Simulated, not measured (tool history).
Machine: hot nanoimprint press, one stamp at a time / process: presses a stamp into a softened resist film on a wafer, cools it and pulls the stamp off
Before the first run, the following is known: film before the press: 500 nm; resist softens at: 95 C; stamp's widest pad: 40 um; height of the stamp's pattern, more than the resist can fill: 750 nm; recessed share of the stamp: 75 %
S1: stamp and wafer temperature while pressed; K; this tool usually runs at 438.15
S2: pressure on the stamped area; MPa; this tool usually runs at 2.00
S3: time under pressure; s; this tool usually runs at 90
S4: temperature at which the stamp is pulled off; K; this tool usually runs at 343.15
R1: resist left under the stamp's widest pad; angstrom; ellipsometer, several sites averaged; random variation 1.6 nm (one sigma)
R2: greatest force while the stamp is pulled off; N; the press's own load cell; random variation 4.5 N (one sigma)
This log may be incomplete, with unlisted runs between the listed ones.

{"run": 1, "hour": 0.0, "S1": 438.15, "S2": 2.0, "S3": 90, "S4": 343.15, "R1": 2903, "R2": 220}
{"hour": 48.1, "done": "plate thermocouple calibrated"}
{"run": 2, "hour": 59.0, "S1": 438.15, "S2": 2.0, "S3": 90, "S4": 343.15, "R1": 2850, "R2": 220}
{"run": 3, "hour": 120.5, "S1": 438.15, "S2": 2.0, "S3": 57, "S4": 343.15, "R1": 3261, "R2": 212}
{"run": 4, "hour": 200.3, "S1": 438.15, "S2": 2.0, "S3": 90, "S4": 343.15, "R1": 2821, "R2": 228}
{"hour": 259.0, "done": "press's hydraulic seals changed and the load cell set to zero"}
{"run": 5, "hour": 259.0, "S1": 438.15, "S2": 2.0, "S3": 90, "S4": 343.15, "R1": 2751, "R2": 237}
{"run": 6, "hour": 315.1, "S1": 438.15, "S2": 2.0, "S3": 90, "S4": 343.15, "R1": 2740, "R2": 234}
{"run": 7, "hour": 362.6, "S1": 438.15, "S2": 2.0, "S3": 87, "S4": 343.15, "R1": 2751, "R2": 231}
{"run": 8, "hour": 411.6, "S1": 438.15, "S2": 2.0, "S3": 90, "S4": 343.15, "R1": 2720, "R2": 236}
{"run": 9, "hour": 488.4, "S1": 438.15, "S2": 2.0, "S3": 90, "S4": 343.15, "R1": 2679, "R2": 239}
{"hour": 534.3, "done": "plate thermocouple calibrated"}
{"run": 10, "hour": 560.2, "S1": 438.15, "S2": 2.0, "S3": 90, "S4": 343.15, "R1": 2962, "R2": 260}
{"hour": 580.0, "done": "plate thermocouple calibrated, once more"}
{"run": 11, "hour": 646.6, "S1": 438.15, "S2": 2.0, "S3": 90, "S4": 343.15, "R1": 2960, "R2": 264}
{"hour": 703.9, "done": "stamp cleaned and given a new release coat"}
{"run": 12, "hour": 703.9, "S1": 438.15, "S2": 2.0, "S3": 167, "S4": 343.15, "R1": 2388, "R2": 221}
{"run": 13, "hour": 770.7, "S1": 438.15, "S2": 2.65, "S3": 90, "S4": 343.15, "R1": 2597, "R2": 224}
{"run": 14, "hour": 835.0, "S1": 438.15, "S2": 2.65, "S3": 90, "S4": 343.15, "R1": 2595, "R2": 224}
{"run": 15, "hour": 909.4, "S1": 438.15, "S2": 2.65, "S3": 90, "S4": 343.15, "R1": 2574, "R2": 229}
{"run": 16, "hour": 968.2, "S1": 445.15, "S2": 2.82, "S3": 90, "S4": 343.15, "R1": 1857, "R2": 237}
{"run": 17, "hour": 1045.8, "S1": 445.15, "S2": 2.82, "S3": 90, "S4": 343.15, "R1": 1853, "R2": 226}
{"hour": 1062.6, "done": "plate thermocouple calibrated"}
{"run": 18, "hour": 1108.3, "S1": 445.15, "S2": 2.82, "S3": 90, "S4": 343.15, "R1": 1971, "R2": 247}
{"run": 19, "hour": 1188.1, "S1": 438.15, "S2": 2.54, "S3": 59, "S4": 343.15, "R1": 3088, "R2": 261}
{"run": 20, "hour": 1270.5, "S1": 448.15, "S2": 2.77, "S3": 76, "S4": 342.15, "R1": 1865, "R2": 269}
{"run": 21, "hour": 1317.9, "S1": 438.15, "S2": 2.71, "S3": 141, "S4": 331.15, "R1": 2228, "R2": 336}
{"run": 22, "hour": 1365.9, "S1": 438.15, "S2": 2.71, "S3": 141, "S4": 331.15, "R1": 2208, "R2": 337}
{"run": 23, "hour": 1435.2, "S1": 441.15, "S2": 2.71, "S3": 87, "S4": 331.15, "R1": 2344, "R2": 342}
{"hour": 1486.9, "done": "stamp cleaned and given a new release coat"}
{"run": 24, "hour": 1498.7, "S1": 441.15, "S2": 2.71, "S3": 87, "S4": 331.15, "R1": 2330, "R2": 282}
{"hour": 1546.0, "done": "plate thermocouple calibrated"}
{"run": 25, "hour": 1579.3, "S1": 441.15, "S2": 2.71, "S3": 87, "S4": 331.15, "R1": 2426, "R2": 305}
{"run": 26, "hour": 1656.3, "S1": 438.15, "S2": 2.02, "S3": 83, "S4": 334.15, "R1": 3040, "R2": 285}
{"hour": 1670.0, "done": "press's hydraulic seals changed and the load cell set to zero"}
{"run": 27, "hour": 1760.5, "S1": 434.15, "S2": 2.47, "S3": 68, "S4": 348.15, "R1": 3342, "R2": 208}
{"run": 28, "hour": 1809.3, "S1": 450.15, "S2": 2.47, "S3": 51, "S4": 341.15, "R1": 2050, "R2": 251}
{"run": 29, "hour": 1880.2, "S1": 438.15, "S2": 2.17, "S3": 90, "S4": 335.15, "R1": 2804, "R2": 296}
{"run": 30, "hour": 1937.9, "S1": 438.15, "S2": 2.17, "S3": 90, "S4": 335.15, "R1": 2777, "R2": 294}

Some steps in R1 between neighbouring runs. How much of each would the tool show without its hidden state too (settings, what came in, random variation), and how much is left for the hidden state, with any gauge scatter that isn't in both results?
The hidden state here: true temperature over the reading, C; pressure that arrives at the usual setting, %; grip of the stamp's worn release coat, % over a new coat's; drift of the gauge itself on residual_nm, %; drift of the gauge itself on pull_off_n, %.
Run 9 -> 10: plate thermocouple calibrated. R1 +283 angstrom: hidden state +271, all else +12.
Run 17 -> 18: plate thermocouple calibrated. R1 +118 angstrom: hidden state +111, all else +7.
Run 18 -> 19: S1 445.15 -> 438.15, S2 2.82 -> 2.54, S3 90 -> 59. R1 +1117 angstrom: hidden state -14, all else +1131.
Run 19 -> 20: S1 438.15 -> 448.15, S2 2.54 -> 2.77, S3 59 -> 76, S4 343.15 -> 342.15. R1 -1223 angstrom: hidden state -12, all else -1211.
Run 24 -> 25: plate thermocouple calibrated. R1 +96 angstrom: hidden state +89, all else +7.
Run 27 -> 28: S1 434.15 -> 450.15, S3 68 -> 51, S4 348.15 -> 341.15. R1 -1292 angstrom: hidden state +8, all else -1300.

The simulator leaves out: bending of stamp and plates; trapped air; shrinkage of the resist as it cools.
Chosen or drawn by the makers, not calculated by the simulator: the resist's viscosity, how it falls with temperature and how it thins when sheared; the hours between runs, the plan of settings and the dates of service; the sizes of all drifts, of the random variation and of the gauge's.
